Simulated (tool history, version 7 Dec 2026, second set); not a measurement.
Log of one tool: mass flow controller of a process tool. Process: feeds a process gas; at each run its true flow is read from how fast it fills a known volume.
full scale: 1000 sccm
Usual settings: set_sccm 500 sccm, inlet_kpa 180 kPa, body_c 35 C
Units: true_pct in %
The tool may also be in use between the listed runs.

run	hour	set_sccm	inlet_kpa	body_c	true_pct
1	0	500	180	35	97.64
2	157.5	500	180	35	97.76
3	251.4	500	180	35	97.73
4	361.1	303	180	35	97.72
5	514.2	500	180	21	99.22
# hour 523.4: controller's zero set anew
6	608.1	500	180	38	97.78
7	715.2	500	180	38	97.5
# hour 804.8: controller's zero set anew, once more
8	888.5	296	246	38	96.01
9	1067.6	296	246	38	96.11
10	1153.1	221	180	31	97.07
11	1245.9	500	184	21	98.47

3 ways to go on from here, each from the tool as it stands after run 11. What would each give?
A	1416.1	187	184	21	?
B	1416.1	419	184	24	?
C	1416.1	193	226	35	?

run	true_pct
A	98.12
B	98.07
C	96.4
Without the tool's hidden state the same runs would have given:
run	true_pct
A	98.51
B	98.72
C	96.8
